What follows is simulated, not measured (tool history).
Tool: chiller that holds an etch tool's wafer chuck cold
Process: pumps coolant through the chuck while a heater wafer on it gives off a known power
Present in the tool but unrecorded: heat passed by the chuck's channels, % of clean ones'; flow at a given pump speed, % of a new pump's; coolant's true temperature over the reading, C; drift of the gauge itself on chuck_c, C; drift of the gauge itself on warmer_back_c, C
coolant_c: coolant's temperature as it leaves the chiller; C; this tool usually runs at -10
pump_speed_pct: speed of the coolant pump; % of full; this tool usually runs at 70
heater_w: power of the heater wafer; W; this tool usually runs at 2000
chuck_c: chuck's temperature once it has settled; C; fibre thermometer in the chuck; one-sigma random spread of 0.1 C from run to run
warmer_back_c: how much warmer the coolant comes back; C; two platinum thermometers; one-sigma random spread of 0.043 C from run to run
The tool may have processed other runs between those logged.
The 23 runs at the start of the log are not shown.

| run | hour | coolant_c | pump_speed_pct | heater_w | hours since the coolant was changed and the channels were flushed | hours since the pump was overhauled | hours since the chiller's thermometer was calibrated | chuck_c | warmer_back_c |
|---|---|---|---|---|---|---|---|---|---|
|  | 1837.3 | chiller's thermometer calibrated, once more |
| 24 | 1842.9 | -20 | 70 | 2000 | 3643 | 5487 | 6 | 2.7 | 11.14 |
| 25 | 1887.2 | -20 | 83 | 2638 | 3688 | 5531 | 50 | 5.9 | 12.33 |
| 26 | 1959.5 | -5 | 78 | 2000 | 3760 | 5604 | 122 | 15.7 | 9.96 |
| 27 | 2022.6 | -6 | 89 | 2000 | 3823 | 5667 | 185 | 12.6 | 8.67 |
| 28 | 2073.5 | -18 | 70 | 2000 | 3874 | 5718 | 236 | 4.7 | 11.30 |
| 29 | 2130.7 | -10 | 98 | 1859 | 3931 | 5775 | 293 | 6.1 | 7.35 |
| 30 | 2192.2 | -10 | 98 | 1859 | 3993 | 5836 | 355 | 6.0 | 7.32 |
| 31 | 2277.2 | -10 | 81 | 1183 | 4078 | 5921 | 440 | 1.8 | 5.73 |
| 32 | 2348.9 | -10 | 81 | 1183 | 4149 | 5993 | 512 | 1.9 | 5.72 |
| 33 | 2400.3 | -10 | 81 | 1183 | 4201 | 6044 | 563 | 2.0 | 5.73 |

Below are 3 alternative next runs, each starting from the tool's condition after run 33. Predict each:
| A | 2469.0 | -13 | 81 | 1385 | 4269 | 6113 | 632 | ? | ? |
| B | 2469.0 | -10 | 86 | 2463 | 4269 | 6113 | 632 | ? | ? |
| C | 2469.0 | -14 | 81 | 1407 | 4269 | 6113 | 632 | ? | ? |

| run | chuck_c | warmer_back_c |
|---|---|---|
| A | 1.2 | 6.71 |
| B | 13.7 | 11.11 |
| C | 0.2 | 6.79 |
Take away the tool's hidden state, keep each run's random variation, and the runs would have read:
| run | chuck_c | warmer_back_c |
|---|---|---|
| A | -0.1 | 6.20 |
| B | 11.6 | 10.26 |
| C | -1.1 | 6.27 |

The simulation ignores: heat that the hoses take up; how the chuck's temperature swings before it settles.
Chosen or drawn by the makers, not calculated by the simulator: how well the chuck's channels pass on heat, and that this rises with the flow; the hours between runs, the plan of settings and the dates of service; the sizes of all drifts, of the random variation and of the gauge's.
